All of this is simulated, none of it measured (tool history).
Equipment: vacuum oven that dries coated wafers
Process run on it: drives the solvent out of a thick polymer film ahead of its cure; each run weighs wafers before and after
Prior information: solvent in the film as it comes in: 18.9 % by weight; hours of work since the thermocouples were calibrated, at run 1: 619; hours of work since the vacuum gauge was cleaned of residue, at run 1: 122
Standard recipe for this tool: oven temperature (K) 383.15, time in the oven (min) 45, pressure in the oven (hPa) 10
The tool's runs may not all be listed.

run,hour,oven temperature (K),time in the oven (min),pressure in the oven (hPa),hours of work since the thermocouples were calibrated,hours of work since the vacuum gauge was cleaned of residue,solvent left in the film (%)
1,0,383.15,45,10,619,122,1.37
# hour 42: oven's thermocouples calibrated
2,44.5,383.15,52,10,2,152,1.1
3,70.2,383.15,52,10,20,171,1.05
4,98.9,383.15,52,10,41,191,1.01
5,131.1,383.15,52,10,64,215,1.02
6,178.7,383.15,52,10,99,249,1
7,221.2,383.15,45,10,129,279,1.43
8,247,383.15,45,14.9,148,298,1.62
9,274.5,383.15,45,10,168,318,1.42
10,320.9,383.15,45,24.2,201,351,1.92
11,377.9,383.15,45,24.2,242,392,1.95
12,425.1,383.15,45,24.2,276,426,1.94
13,486.4,383.15,45,24.2,320,471,2.07
14,547.1,383.15,45,24.2,364,514,2.02
15,604.9,383.15,45,24.2,406,556,1.96
16,640,396.15,45,24.2,431,581,0.74
17,672.6,396.15,51,24.2,455,605,0.75
18,732.1,396.15,51,24.2,497,648,0.82
19,793.2,383.15,45,10,541,692,1.4
20,849.7,377.15,37,10,582,733,3.37
21,892.5,377.15,61,22.3,613,763,2.19
22,919.2,390.15,61,22.3,632,783,0.88
# hour 944.4: oven's thermocouples calibrated
23,980.4,390.15,61,22.3,26,825,0.94
24,1021.9,390.15,61,22.3,56,855,0.85
25,1061.5,383.15,64,7.2,84,884,0.65
26,1115.8,383.15,64,7.2,124,923,0.67
27,1152,376.15,26,15.1,150,949,5.68
28,1212.9,376.15,26,15.1,194,993,5.71
29,1273,380.15,65,15.1,237,1036,1.25
30,1309.5,394.15,71,11.5,263,1062,0.35
31,1355.8,394.15,71,11.5,297,1096,0.41
32,1391.1,380.15,57,32.6,322,1121,2.43
33,1433.6,380.15,57,32.6,353,1152,2.4
34,1483.1,380.15,37,32.6,388,1188,3.53
# hour 1516.3: vacuum gauge cleaned of residue and calibrated
35,1519.1,396.15,42,5.6,413,2,0.29
36,1580.1,383.15,40,14.3,457,46,1.93
37,1626.8,395.15,70,14.3,491,80,0.49
38,1661.7,395.15,70,14.3,516,105,0.44

What differs in the tool's unlogged condition from the final listed run ahead of each entry between runs to the first listed run following it?
Runs 1 to 2: oven's thermocouples calibrated (hour 42)
  true wafer temperature over the reading, C: -0.1 -> -0.01; true pressure over the reading, kPa: 0.004 -> 0.005
  what was measured, less what the result would be without the hidden state, solvent left in the film (%): +0.02 -> +0
Runs 22 to 23: oven's thermocouples calibrated (hour 944.4)
  true wafer temperature over the reading, C: -0.11 -> -0.02; true pressure over the reading, kPa: 0.024 -> 0.026
  what was measured, less what the result would be without the hidden state, solvent left in the film (%): +0.02 -> +0.01
Runs 34 to 35: vacuum gauge cleaned of residue and calibrated (hour 1516.3)
  true pressure over the reading, kPa: 0.036 -> -0.001
  what was measured, less what the result would be without the hidden state, solvent left in the film (%): +0.03 -> +0

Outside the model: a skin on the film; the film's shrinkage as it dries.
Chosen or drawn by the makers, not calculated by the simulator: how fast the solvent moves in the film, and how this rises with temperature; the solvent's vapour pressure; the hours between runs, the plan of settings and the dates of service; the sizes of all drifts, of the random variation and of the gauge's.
